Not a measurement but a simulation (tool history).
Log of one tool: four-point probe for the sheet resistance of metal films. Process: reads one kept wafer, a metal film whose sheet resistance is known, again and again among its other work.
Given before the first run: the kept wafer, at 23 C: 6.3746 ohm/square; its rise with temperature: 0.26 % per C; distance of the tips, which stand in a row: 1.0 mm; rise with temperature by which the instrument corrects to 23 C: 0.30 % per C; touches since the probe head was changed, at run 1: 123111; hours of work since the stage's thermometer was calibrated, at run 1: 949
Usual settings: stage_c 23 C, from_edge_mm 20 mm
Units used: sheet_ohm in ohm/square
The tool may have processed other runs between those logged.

run,hour,stage_c,from_edge_mm,touches since the probe head was changed,hours of work since the stage's thermometer was calibrated,sheet_ohm
1,0.0,23,20,123111,949,6.353798
2,95.8,23,20,127476,1017,6.348633
3,162.9,23,20,130528,1065,6.349269
4,261.4,29,20,135015,1135,6.332531
5,345.6,29,20,138854,1195,6.331202
# hour 388.4: stage's thermometer calibrated
6,453.8,29,20,143759,47,6.321465
7,515.8,29,20,146583,91,6.321773
8,635.8,29,20,152049,176,6.318343
9,693.3,29,20,154665,217,6.320864
10,800.7,29,20,159556,294,6.319876
11,862.4,23,20,162370,338,6.335743
12,965.0,23,20,167040,411,6.335583
13,1055.8,23,7,171178,475,6.397034
# hour 1066.9: new probe head fitted
14,1129.2,23,7,2836,527,6.423176
15,1200.9,23,7,6101,578,6.424791
16,1283.1,18,20,9848,636,6.380397
17,1367.9,23,20,13708,697,6.365051
18,1488.5,23,20,19202,783,6.361668
19,1563.3,23,20,22608,836,6.361428
20,1680.4,29,7,27942,919,6.401039
21,1807.6,19,47,33736,1010,6.365215
22,1873.7,18,11,36748,1057,6.394147
23,1987.7,18,11,41939,1138,6.393838
# hour 2107.7: stage's thermometer calibrated
24,2110.7,23,12,47521,2,6.365511
25,2213.7,23,12,52210,75,6.361089

What will run 26 give?
26,2275.4,31,6,55020,119,?

sheet_ohm: 6.408099 ohm/square
Take away the tool's hidden state, keep the run-to-run variation as it was, and the same run would have given sheet_ohm 6.444284 ohm/square.
